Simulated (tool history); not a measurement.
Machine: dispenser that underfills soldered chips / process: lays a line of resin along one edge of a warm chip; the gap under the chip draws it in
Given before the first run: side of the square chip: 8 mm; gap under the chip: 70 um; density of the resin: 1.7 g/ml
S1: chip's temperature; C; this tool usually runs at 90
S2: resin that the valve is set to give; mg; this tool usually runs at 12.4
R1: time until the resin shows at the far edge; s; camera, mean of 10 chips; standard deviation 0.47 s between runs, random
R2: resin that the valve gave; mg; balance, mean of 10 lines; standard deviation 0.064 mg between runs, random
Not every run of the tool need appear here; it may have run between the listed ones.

Run 1, hour 0.0: usual settings. Result: R1 48.9 s, R2 12.10 mg.
At hour 5.9: new syringe of resin.
Run 2, hour 6.7: usual settings but S1 103 C. Result: R1 23.8 s, R2 12.09 mg.
Run 3, hour 14.1: usual settings. Result: R1 50.1 s, R2 12.00 mg.
At hour 19.6: new syringe of resin.
Run 4, hour 24.4: usual settings. Result: R1 43.6 s, R2 12.00 mg.
Run 5, hour 31.4: usual settings. Result: R1 55.4 s, R2 12.13 mg.
At hour 33.2: new syringe of resin.
Run 6, hour 43.0: usual settings. Result: R1 51.9 s, R2 11.99 mg.
At hour 46.7: new syringe of resin.
Run 7, hour 49.8: usual settings but S2 15.2 mg. Result: R1 39.5 s, R2 14.59 mg.
Run 8, hour 56.1: usual settings but S2 15.2 mg. Result: R1 50.6 s, R2 14.58 mg.
At hour 60.5: new syringe of resin.
Run 9, hour 63.9: usual settings. Result: R1 41.4 s, R2 11.73 mg.
Run 10, hour 72.5: usual settings. Result: R1 58.0 s, R2 11.86 mg.
At hour 74.1: new syringe of resin.
At hour 81.0: dispensing valve cleaned and set on the balance.
Run 11, hour 81.9: usual settings but S1 85 C. Result: R1 57.1 s, R2 12.46 mg.
At hour 89.0: new syringe of resin.
Run 12, hour 89.2: usual settings. Result: R1 35.8 s, R2 12.47 mg.
Run 13, hour 98.6: usual settings. Result: R1 52.3 s, R2 12.35 mg.
At hour 102.9: new syringe of resin.
Run 14, hour 106.5: usual settings but S2 14.8 mg. Result: R1 41.1 s, R2 14.64 mg.
Run 15, hour 113.5: usual settings but S1 79 C, S2 14.8 mg. Result: R1 81.7 s, R2 14.65 mg.
At hour 116.5: new syringe of resin.
Run 16, hour 120.8: usual settings but S1 93 C, S2 13.9 mg. Result: R1 37.0 s, R2 13.72 mg.
Run 17, hour 127.5: usual settings but S1 94 C, S2 13.1 mg. Result: R1 48.3 s, R2 12.73 mg.
At hour 130.4: new syringe of resin.
Run 18, hour 139.6: usual settings but S1 94 C, S2 13.1 mg. Result: R1 46.0 s, R2 12.76 mg.
At hour 144.1: new syringe of resin.
Run 19, hour 147.8: usual settings but S1 95 C, S2 14.8 mg. Result: R1 34.5 s, R2 14.44 mg.
Run 20, hour 156.1: usual settings but S1 86 C, S2 15.0 mg. Result: R1 65.9 s, R2 14.62 mg.
At hour 157.6: new syringe of resin.
Run 21, hour 168.2: usual settings but S1 91 C, S2 15.2 mg. Result: R1 51.9 s, R2 14.71 mg.
At hour 171.2: new syringe of resin.
Run 22, hour 176.7: usual settings but S1 78 C, S2 13.4 mg. Result: R1 68.6 s, R2 12.96 mg.
Run 23, hour 183.8: usual settings but S1 78 C, S2 13.4 mg. Result: R1 91.5 s, R2 13.02 mg.
At hour 184.7: new syringe of resin.
Run 24, hour 191.4: usual settings but S1 93 C. Result: R1 42.8 s, R2 11.96 mg.
At hour 198.9: new syringe of resin.
Run 25, hour 203.0: usual settings but S1 93 C. Result: R1 37.2 s, R2 11.95 mg.
At hour 213.1: new syringe of resin.
Run 26, hour 214.0: usual settings but S1 93 C. Result: R1 33.1 s, R2 11.82 mg.

Predict each of these 5 candidate next runs independently; none follows another, all start after run 26:
Run A, hour 220.3: usual settings but S1 89 C, S2 11.1 mg. Result: R1 ?, R2 ?.
Run B, hour 220.3: usual settings but S2 15.2 mg. Result: R1 ?, R2 ?.
Run C, hour 220.3: usual settings but S1 93 C, S2 10.6 mg. Result: R1 ?, R2 ?.
Run D, hour 220.3: usual settings but S1 91 C. Result: R1 ?, R2 ?.
Run E, hour 220.3: usual settings but S1 81 C, S2 11.4 mg. Result: R1 ?, R2 ?.

run    R1     R2
  A  50.8  10.60
  B  47.5  14.49
  C  45.1  10.15
  D  46.2  11.82
  E  67.5  10.83
With the hidden condition removed and each run's random variation left untouched, the same runs would have given:
run    R1     R2
  A  37.6  11.12
  B  35.3  15.20
  C  33.2  10.64
  D  34.3  12.39
  E  49.9  11.35

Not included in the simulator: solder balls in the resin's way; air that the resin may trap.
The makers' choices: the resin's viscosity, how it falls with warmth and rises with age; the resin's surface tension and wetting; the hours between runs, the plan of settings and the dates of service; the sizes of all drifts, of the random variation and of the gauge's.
